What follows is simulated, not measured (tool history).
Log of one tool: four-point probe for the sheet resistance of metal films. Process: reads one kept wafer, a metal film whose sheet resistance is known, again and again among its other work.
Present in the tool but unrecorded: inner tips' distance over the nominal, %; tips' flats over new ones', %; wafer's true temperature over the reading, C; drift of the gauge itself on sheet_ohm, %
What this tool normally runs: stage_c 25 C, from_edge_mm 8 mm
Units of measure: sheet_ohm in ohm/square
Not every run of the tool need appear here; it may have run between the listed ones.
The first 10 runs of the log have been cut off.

run    hour  stage_c  from_edge_mm  touches since the probe head was changed  hours of work since the stage's thermometer was calibrated  sheet_ohm
 11   454.1       18             8                                     77755                                                         362   0.486245
 12   497.5       18             8                                     78831                                                         384   0.486054
 13     544       33             8                                     79988                                                         407   0.484857
 14   618.8       33             8                                     81845                                                         445    0.48472
 15   689.4       33             8                                     83598                                                         480   0.484633
 16   740.6       33             8                                     84870                                                         506   0.484594
 17   776.6       25             9                                     85764                                                         524   0.483825
 18   848.2       25             8                                     87543                                                         560   0.485193
 19   891.8       25             8                                     88625                                                         582   0.485173
 20   961.6       25             8                                     90359                                                         617   0.485028
 21    1004       25             8                                     91412                                                         638   0.485079
 22  1068.5       25             8                                     93014                                                         671   0.485139
 23  1126.6       25            40                                     94457                                                         700   0.478809
 24  1203.8       25             6                                     96375                                                         739   0.489905
 25  1241.6       25             6                                     97312                                                         758   0.490069
 26  1283.6       22             4                                     98355                                                         779   0.503409
 27  1351.1       26            45                                    100033                                                         813   0.478392
 28  1394.4       22            42                                    101107                                                         834   0.478796
 29  1459.7       29             8                                    102729                                                         867   0.484295

Predict the results of run 30:
 30  1500.5       24            36                                    103744                                                         888          ?

Run 30 produced sheet_ohm 0.478721 ohm/square.
Without the tool's hidden state the same run would have given sheet_ohm 0.480131 ohm/square.
